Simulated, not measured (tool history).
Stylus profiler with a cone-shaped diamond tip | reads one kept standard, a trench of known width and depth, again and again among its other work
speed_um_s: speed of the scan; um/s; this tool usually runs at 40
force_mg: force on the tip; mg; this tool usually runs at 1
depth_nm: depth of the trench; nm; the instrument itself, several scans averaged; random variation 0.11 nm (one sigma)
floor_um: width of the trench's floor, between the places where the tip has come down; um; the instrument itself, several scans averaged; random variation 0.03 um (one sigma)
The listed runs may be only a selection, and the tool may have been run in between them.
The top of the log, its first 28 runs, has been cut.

Run 29, day 83.288: usual settings but speed_um_s 71 um/s, force_mg 0.42 mg. Result: depth_nm 200.63 nm, floor_um 15.75 um.
Run 30, day 85.429: usual settings but force_mg 1.47 mg. Result: depth_nm 201.45 nm, floor_um 16.11 um.
Run 31, day 89.192: usual settings but speed_um_s 45 um/s, force_mg 1.23 mg. Result: depth_nm 201.45 nm, floor_um 16.01 um.
Run 32, day 92.629: usual settings but speed_um_s 152 um/s, force_mg 0.85 mg. Result: depth_nm 201.22 nm, floor_um 15.54 um.
Run 33, day 95.158: usual settings but speed_um_s 152 um/s, force_mg 0.85 mg. Result: depth_nm 201.23 nm, floor_um 15.48 um.
Run 34, day 98.446: usual settings but speed_um_s 24 um/s, force_mg 1.08 mg. Result: depth_nm 201.36 nm, floor_um 15.99 um.
Run 35, day 102.071: usual settings but speed_um_s 24 um/s, force_mg 1.08 mg. Result: depth_nm 201.48 nm, floor_um 15.98 um.
Run 36, day 105.042: usual settings but speed_um_s 23 um/s, force_mg 2.48 mg. Result: depth_nm 202.28 nm, floor_um 15.97 um.
Run 37, day 107.017: usual settings but speed_um_s 79 um/s, force_mg 1.55 mg. Result: depth_nm 201.83 nm, floor_um 15.74 um.
Run 38, day 110.279: usual settings but speed_um_s 79 um/s, force_mg 1.55 mg. Result: depth_nm 201.93 nm, floor_um 15.73 um.
Run 39, day 114.388: usual settings but speed_um_s 79 um/s, force_mg 1.55 mg. Result: depth_nm 202.05 nm, floor_um 15.7 um.
Run 40, day 116.625: usual settings but speed_um_s 79 um/s, force_mg 1.55 mg. Result: depth_nm 201.9 nm, floor_um 15.66 um.

What if the next run were any one of these 4? Each begins from the tool's condition after run 40:
Run A, day 118.638: usual settings but speed_um_s 79 um/s, force_mg 1.13 mg. Result: depth_nm ?, floor_um ?.
Run B, day 118.638: usual settings but speed_um_s 48 um/s, force_mg 1.27 mg. Result: depth_nm ?, floor_um ?.
Run C, day 118.638: usual settings but speed_um_s 11 um/s, force_mg 2.72 mg. Result: depth_nm ?, floor_um ?.
Run D, day 118.638: usual settings but speed_um_s 17 um/s, force_mg 2.21 mg. Result: depth_nm ?, floor_um ?.

run  depth_nm  floor_um
  A    201.68     15.66
  B    201.72     15.79
  C    202.46     15.88
  D    202.35     15.89
What these runs would have given with no unlogged condition in the tool:
run  depth_nm  floor_um
  A    201.03     16.95
  B    201.06     17.08
  C    201.81     17.17
  D    201.69     17.17
